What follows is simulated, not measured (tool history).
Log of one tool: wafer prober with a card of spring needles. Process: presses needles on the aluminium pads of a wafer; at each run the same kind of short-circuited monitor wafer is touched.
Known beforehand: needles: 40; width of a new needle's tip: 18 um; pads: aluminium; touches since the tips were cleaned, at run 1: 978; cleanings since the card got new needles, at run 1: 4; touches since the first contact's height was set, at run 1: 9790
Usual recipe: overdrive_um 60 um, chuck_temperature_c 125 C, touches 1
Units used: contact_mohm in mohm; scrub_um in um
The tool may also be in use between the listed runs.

run,hour,overdrive_um,chuck_temperature_c,touches,touches since the tips were cleaned,cleanings since the card got new needles,touches since the first contact's height was set,contact_mohm,scrub_um
1,0.0,60,125,1,978,4,9790,250,9.85
# hour 2.0: tips cleaned on abrasive film
# hour 5.5: tips cleaned on abrasive film
# hour 9.1: tips cleaned on abrasive film
2,9.9,60,125,1,509,7,15715,238,9.85
# hour 12.2: tips cleaned on abrasive film
3,15.0,60,125,1,1737,8,18781,285,9.80
# hour 15.8: tips cleaned on abrasive film
# hour 18.8: tips cleaned on abrasive film
# hour 22.6: tips cleaned on abrasive film
4,23.8,60,125,2,729,11,24010,232,9.81
# hour 26.2: tips cleaned on abrasive film
# hour 29.6: tips cleaned on abrasive film
# hour 32.7: tips cleaned on abrasive film
5,34.5,55,125,1,1092,14,30438,267,8.83
# hour 35.8: tips cleaned on abrasive film
# hour 39.2: tips cleaned on abrasive film
6,40.5,55,125,1,806,16,34032,261,8.74
# hour 42.4: tips cleaned on abrasive film
# hour 46.0: tips cleaned on abrasive film
# hour 49.5: tips cleaned on abrasive film
7,50.6,60,125,1,649,19,40046,238,9.51
# hour 52.8: tips cleaned on abrasive film
# hour 56.3: tips cleaned on abrasive film
8,58.9,60,125,1,1577,21,45027,276,9.52
# hour 59.5: tips cleaned on abrasive film
# hour 59.8: height of the first contact set anew
# hour 62.9: tips cleaned on abrasive film
# hour 66.5: tips cleaned on abrasive film
# hour 70.1: tips cleaned on abrasive film
9,71.2,76,125,1,709,25,6823,224,12.13
# hour 73.5: tips cleaned on abrasive film
# hour 76.9: tips cleaned on abrasive film
10,77.6,76,125,1,429,27,10664,212,11.93
# hour 80.6: tips cleaned on abrasive film
# hour 84.1: tips cleaned on abrasive film
11,84.6,76,125,1,288,29,14818,209,12.12
# hour 87.3: tips cleaned on abrasive film
# hour 90.7: tips cleaned on abrasive film
12,92.1,76,125,1,859,31,19352,232,12.07
# hour 94.2: tips cleaned on abrasive film
# hour 97.8: tips cleaned on abrasive film
# hour 101.4: tips cleaned on abrasive film
13,101.5,76,125,1,92,34,24967,205,11.98
# hour 104.6: tips cleaned on abrasive film
# hour 108.3: tips cleaned on abrasive film
14,108.6,76,125,1,174,36,29193,209,11.92
# hour 111.5: tips cleaned on abrasive film
# hour 115.1: tips cleaned on abrasive film
15,115.3,76,125,1,116,38,33179,199,11.83
# hour 118.2: tips cleaned on abrasive film
# hour 121.7: tips cleaned on abrasive film
# hour 124.0: height of the first contact set anew, once more
16,124.2,76,125,1,1308,40,90,242,12.61
# hour 125.7: tips cleaned on abrasive film
# hour 128.8: tips cleaned on abrasive film
17,129.3,44,52,1,331,42,3140,252,7.19
# hour 132.2: tips cleaned on abrasive film
# hour 135.6: tips cleaned on abrasive film
18,135.7,44,52,1,58,44,6976,214,7.21
# hour 139.1: tips cleaned on abrasive film
19,141.1,79,98,3,1258,45,10237,203,12.94
# hour 142.5: tips cleaned on abrasive film
# hour 145.9: tips cleaned on abrasive film
# hour 149.5: tips cleaned on abrasive film
20,150.4,79,98,3,574,48,15798,192,12.88
# hour 152.7: tips cleaned on abrasive film
# hour 155.8: tips cleaned on abrasive film
21,155.8,60,40,1,0,50,18978,188,9.78
# hour 159.5: tips cleaned on abrasive film
# hour 163.1: tips cleaned on abrasive film
22,163.4,60,40,1,225,52,23568,205,9.80
# hour 166.4: tips cleaned on abrasive film
# hour 170.0: tips cleaned on abrasive film
# hour 173.1: tips cleaned on abrasive film
23,173.1,60,125,2,0,55,29323,203,9.68
# hour 176.6: tips cleaned on abrasive film
# hour 180.1: tips cleaned on abrasive film
24,180.1,60,125,2,0,57,33530,201,9.72
# hour 183.8: tips cleaned on abrasive film
# hour 187.4: tips cleaned on abrasive film
25,187.8,40,125,2,227,59,38157,244,6.36
# hour 190.8: tips cleaned on abrasive film
# hour 194.4: tips cleaned on abrasive film
26,195.4,40,125,2,600,61,42727,281,6.37
# hour 197.7: tips cleaned on abrasive film
# hour 201.4: tips cleaned on abrasive film
27,203.1,40,125,2,1036,63,47337,296,6.48
# hour 204.6: tips cleaned on abrasive film
# hour 208.2: tips cleaned on abrasive film
# hour 211.8: tips cleaned on abrasive film
# hour 214.9: tips cleaned on abrasive film
28,214.9,60,33,1,0,67,54358,193,9.49
# hour 218.6: tips cleaned on abrasive film
29,219.8,75,125,3,721,68,57309,205,12.00

Each row is a separate what-if for the run after 29, all from the same tool condition, not one after another. Results?
# hour 222.0: tips cleaned on abrasive film
A,224.9,44,125,1,1742,69,60394,?,?
# hour 222.0: tips cleaned on abrasive film
B,224.9,45,65,1,1742,69,60394,?,?
# hour 222.0: tips cleaned on abrasive film
C,224.9,75,125,3,1742,69,60394,?,?
# hour 222.0: tips cleaned on abrasive film
D,224.9,59,78,2,1742,69,60394,?,?

run,contact_mohm,scrub_um
A,395,6.85
B,394,7.04
C,218,11.97
D,258,9.27
The same runs, with their run-to-run variation unchanged, on a tool lacking any hidden condition would have given:
run,contact_mohm,scrub_um
A,202,7.21
B,189,7.40
C,191,12.33
D,185,9.63

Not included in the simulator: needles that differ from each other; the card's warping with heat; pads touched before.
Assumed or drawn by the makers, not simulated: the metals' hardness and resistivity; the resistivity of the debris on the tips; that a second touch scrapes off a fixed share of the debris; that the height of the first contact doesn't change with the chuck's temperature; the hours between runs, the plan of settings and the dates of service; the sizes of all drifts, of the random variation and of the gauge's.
